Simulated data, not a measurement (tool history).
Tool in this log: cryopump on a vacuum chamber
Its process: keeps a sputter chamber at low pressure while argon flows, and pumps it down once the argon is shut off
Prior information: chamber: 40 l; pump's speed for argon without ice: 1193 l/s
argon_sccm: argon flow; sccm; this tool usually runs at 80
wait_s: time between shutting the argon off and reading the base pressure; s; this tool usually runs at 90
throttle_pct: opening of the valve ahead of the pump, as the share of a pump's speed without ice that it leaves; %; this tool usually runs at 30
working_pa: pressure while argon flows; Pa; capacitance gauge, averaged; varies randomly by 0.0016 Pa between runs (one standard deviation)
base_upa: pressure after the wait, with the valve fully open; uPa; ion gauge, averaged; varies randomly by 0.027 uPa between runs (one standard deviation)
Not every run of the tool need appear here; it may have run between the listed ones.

run,hour,argon_sccm,wait_s,throttle_pct,working_pa,base_upa
1,0.0,80,90,30,0.4045,1.58
2,114.8,80,90,30,0.4037,1.64
3,166.8,80,90,30,0.4074,1.59
4,266.8,80,90,30,0.4066,1.66
# hour 300.0: pump warmed up, emptied and cooled again
5,390.4,80,90,30,0.3817,1.61
6,472.9,80,90,43,0.2681,1.66
7,582.5,80,90,43,0.2671,1.71
8,652.1,80,90,57,0.2065,1.84
9,737.6,42,90,57,0.1090,1.84
10,795.3,42,90,57,0.1093,1.83
11,904.7,42,90,57,0.1102,1.85
12,992.0,42,90,57,0.1111,1.93
13,1108.0,42,90,57,0.1127,2.03
14,1176.3,80,90,30,0.3918,2.04
15,1251.3,80,90,30,0.3952,2.08
16,1342.7,80,90,30,0.3977,2.19
17,1442.6,80,90,30,0.3965,2.18
18,1555.9,80,90,30,0.3971,2.27
19,1644.7,80,75,24,0.4987,2.57
20,1695.4,80,75,55,0.2308,2.59
21,1802.3,55,52,55,0.1609,3.10
22,1921.2,43,52,17,0.3744,3.32
23,2010.7,41,52,24,0.2584,3.34
# hour 2134.3: pump warmed up, emptied and cooled again
24,2134.4,49,90,30,0.2326,2.39
25,2218.8,33,29,20,0.2362,4.41
26,2313.9,80,90,17,0.6688,2.47
27,2404.3,34,192,39,0.1260,2.03

Branching from run 27: 3 alternative next runs. What would each branch give?
A,2464.4,83,34,30,?,?
B,2464.4,80,25,33,?,?
C,2464.4,44,90,30,?,?

run,working_pa,base_upa
A,0.3958,3.98
B,0.3522,4.91
C,0.2119,2.51
Without the tool's hidden state the same runs would have given:
run,working_pa,base_upa
A,0.3883,2.71
B,0.3450,3.62
C,0.2079,1.21
